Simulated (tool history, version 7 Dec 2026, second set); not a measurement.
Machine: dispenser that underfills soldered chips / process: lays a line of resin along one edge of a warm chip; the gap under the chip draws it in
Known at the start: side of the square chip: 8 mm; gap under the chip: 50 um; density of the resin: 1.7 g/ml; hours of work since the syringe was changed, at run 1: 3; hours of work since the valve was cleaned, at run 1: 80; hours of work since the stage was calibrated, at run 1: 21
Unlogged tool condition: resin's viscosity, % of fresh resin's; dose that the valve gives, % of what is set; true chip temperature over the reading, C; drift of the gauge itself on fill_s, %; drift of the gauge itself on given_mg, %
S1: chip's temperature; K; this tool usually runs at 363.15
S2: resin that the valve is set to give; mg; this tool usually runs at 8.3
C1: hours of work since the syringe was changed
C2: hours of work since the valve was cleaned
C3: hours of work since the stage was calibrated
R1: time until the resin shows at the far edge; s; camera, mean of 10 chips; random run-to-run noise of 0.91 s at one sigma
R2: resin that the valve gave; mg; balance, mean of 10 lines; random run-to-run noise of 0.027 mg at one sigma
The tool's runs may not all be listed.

run	hour	S1	S2	C1	C2	C3	R1	R2
1	0	363.15	8.3	3	80	21	92.6	7.96
# hour 5.9: new syringe of resin
2	6.4	363.15	10.57	0	84	25	84.1	10.13
3	9.6	351.15	10.57	3	87	28	132.6	10.05
4	14	351.15	10.57	6	90	31	149.5	10.05
# hour 15.7: new syringe of resin
5	19.6	351.15	10.57	3	94	35	133.8	10.07
# hour 25.2: new syringe of resin
6	25.5	351.15	10.57	0	99	39	126.5	10.02
7	32.8	351.15	10.57	6	104	45	147.6	10.03
# hour 34.7: new syringe of resin
8	37	351.15	10.57	2	107	48	131.2	9.97
9	43.4	351.15	10.57	7	112	53	153.6	9.95
# hour 44: new syringe of resin
10	50	364.15	8.3	5	117	58	96.6	7.81
# hour 53.3: new syringe of resin
11	56.8	376.15	9.31	3	122	62	62.7	8.79
# hour 62.7: new syringe of resin
12	63.5	376.15	8.24	1	126	67	60.3	7.7
13	69.9	376.15	8.24	5	131	72	70.1	7.68
# hour 71.5: dispensing valve cleaned and set on the balance
# hour 73.4: new syringe of resin
14	78.5	376.15	9.71	4	5	78	66.9	9.74
# hour 82.9: new syringe of resin
15	84.3	375.15	7.38	1	9	82	64	7.35
16	90.8	358.15	10.5	6	14	87	116.9	10.37
# hour 92.6: new syringe of resin
17	94.4	364.15	9.83	1	17	89	86.5	9.71
18	101	363.15	8.57	6	22	94	105.2	8.48
# hour 101.9: new syringe of resin
19	105.4	370.15	8.45	3	25	97	77.5	8.32
# hour 111.2: new syringe of resin
20	112.5	350.15	7.73	1	30	103	138.1	7.6

Below, some changes in R1 between adjacent runs. For each, the amount present without the hidden state too (settings, incoming material, random variation) and the amount remaining for the hidden state with gauge scatter not shared by both compared results:
Run 6 -> 7: no setting changed, nothing entered. R1 +21.1 s: hidden state +23.2, all else -2.1.
Run 8 -> 9: no setting changed, nothing entered. R1 +22.4 s: hidden state +21.5, all else +0.9.
Run 9 -> 10: S1 351.15 -> 364.15, S2 10.57 -> 8.3, new syringe of resin. R1 -57 s: hidden state -15.8, all else -41.2.
Run 19 -> 20: S1 370.15 -> 350.15, S2 8.45 -> 7.73, new syringe of resin. R1 +60.6 s: hidden state -1.9, all else +62.5.

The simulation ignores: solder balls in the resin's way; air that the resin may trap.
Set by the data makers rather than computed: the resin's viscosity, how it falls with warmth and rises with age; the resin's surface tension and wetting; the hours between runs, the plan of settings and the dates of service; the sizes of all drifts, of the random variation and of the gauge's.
